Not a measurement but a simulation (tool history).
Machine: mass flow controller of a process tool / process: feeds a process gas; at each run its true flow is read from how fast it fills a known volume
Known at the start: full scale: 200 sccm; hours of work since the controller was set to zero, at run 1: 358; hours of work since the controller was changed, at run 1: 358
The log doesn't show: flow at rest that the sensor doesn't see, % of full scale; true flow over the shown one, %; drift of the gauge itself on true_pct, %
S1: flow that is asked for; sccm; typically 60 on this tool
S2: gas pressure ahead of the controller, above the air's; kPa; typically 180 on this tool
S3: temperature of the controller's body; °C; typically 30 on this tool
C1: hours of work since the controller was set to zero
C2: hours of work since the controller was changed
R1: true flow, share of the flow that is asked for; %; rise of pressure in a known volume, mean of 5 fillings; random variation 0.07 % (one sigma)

{"run": 1, "hour": 0.0, "S1": 60, "S2": 180, "S3": 30, "C1": 358, "C2": 358, "R1": 99.34}
{"run": 2, "hour": 67.5, "S1": 60, "S2": 180, "S3": 30, "C1": 407, "C2": 407, "R1": 99.22}
{"run": 3, "hour": 109.0, "S1": 60, "S2": 180, "S3": 30, "C1": 437, "C2": 437, "R1": 99.25}
{"run": 4, "hour": 179.7, "S1": 60, "S2": 180, "S3": 30, "C1": 488, "C2": 488, "R1": 99.31}
{"run": 5, "hour": 244.8, "S1": 60, "S2": 180, "S3": 30, "C1": 535, "C2": 535, "R1": 99.31}
{"run": 6, "hour": 325.6, "S1": 60, "S2": 180, "S3": 30, "C1": 593, "C2": 593, "R1": 99.24}
{"run": 7, "hour": 393.8, "S1": 60, "S2": 180, "S3": 30, "C1": 642, "C2": 642, "R1": 99.25}
{"run": 8, "hour": 457.0, "S1": 60, "S2": 180, "S3": 30, "C1": 688, "C2": 688, "R1": 99.28}
{"run": 9, "hour": 535.3, "S1": 60, "S2": 180, "S3": 30, "C1": 744, "C2": 744, "R1": 99.28}
{"run": 10, "hour": 595.7, "S1": 60, "S2": 180, "S3": 30, "C1": 788, "C2": 788, "R1": 99.26}
{"run": 11, "hour": 667.5, "S1": 60, "S2": 180, "S3": 30, "C1": 839, "C2": 839, "R1": 99.48}
{"run": 12, "hour": 733.5, "S1": 60, "S2": 180, "S3": 30, "C1": 887, "C2": 887, "R1": 99.42}
{"run": 13, "hour": 773.3, "S1": 60, "S2": 180, "S3": 30, "C1": 916, "C2": 916, "R1": 99.42}
{"run": 14, "hour": 834.1, "S1": 28, "S2": 180, "S3": 30, "C1": 959, "C2": 959, "R1": 100.24}
{"run": 15, "hour": 882.9, "S1": 50, "S2": 140, "S3": 39, "C1": 995, "C2": 995, "R1": 98.87}
{"run": 16, "hour": 936.7, "S1": 60, "S2": 266, "S3": 36, "C1": 1033, "C2": 1033, "R1": 98.21}
{"run": 17, "hour": 993.5, "S1": 60, "S2": 266, "S3": 36, "C1": 1074, "C2": 1074, "R1": 98.25}
{"run": 18, "hour": 1062.5, "S1": 20, "S2": 145, "S3": 34, "C1": 1124, "C2": 1124, "R1": 100.81}
{"run": 19, "hour": 1103.5, "S1": 60, "S2": 180, "S3": 31, "C1": 1154, "C2": 1154, "R1": 99.37}
{"run": 20, "hour": 1147.4, "S1": 60, "S2": 180, "S3": 31, "C1": 1185, "C2": 1185, "R1": 99.47}
{"run": 21, "hour": 1198.9, "S1": 77, "S2": 180, "S3": 30, "C1": 1222, "C2": 1222, "R1": 99.41}
{"run": 22, "hour": 1278.3, "S1": 60, "S2": 158, "S3": 36, "C1": 1280, "C2": 1280, "R1": 98.95}
{"run": 23, "hour": 1360.2, "S1": 56, "S2": 173, "S3": 30, "C1": 1339, "C2": 1339, "R1": 99.64}
{"run": 24, "hour": 1430.2, "S1": 56, "S2": 173, "S3": 30, "C1": 1389, "C2": 1389, "R1": 99.62}
{"run": 25, "hour": 1486.8, "S1": 56, "S2": 173, "S3": 30, "C1": 1430, "C2": 1430, "R1": 99.69}

Pick out some run-to-run changes in R1. Of each, how much would a tool without hidden state show as well, from the settings, what came in and chance, and how much is left for the hidden state and any gauge scatter not in both results compared?
Run 17 -> 18: S1 60 -> 20, S2 266 -> 145, S3 36 -> 34. R1 +2.56 %: hidden state +1.8, all else +0.76.
Run 18 -> 19: S1 20 -> 60, S2 145 -> 180, S3 34 -> 31. R1 -1.44 %: hidden state -1.78, all else +0.34.

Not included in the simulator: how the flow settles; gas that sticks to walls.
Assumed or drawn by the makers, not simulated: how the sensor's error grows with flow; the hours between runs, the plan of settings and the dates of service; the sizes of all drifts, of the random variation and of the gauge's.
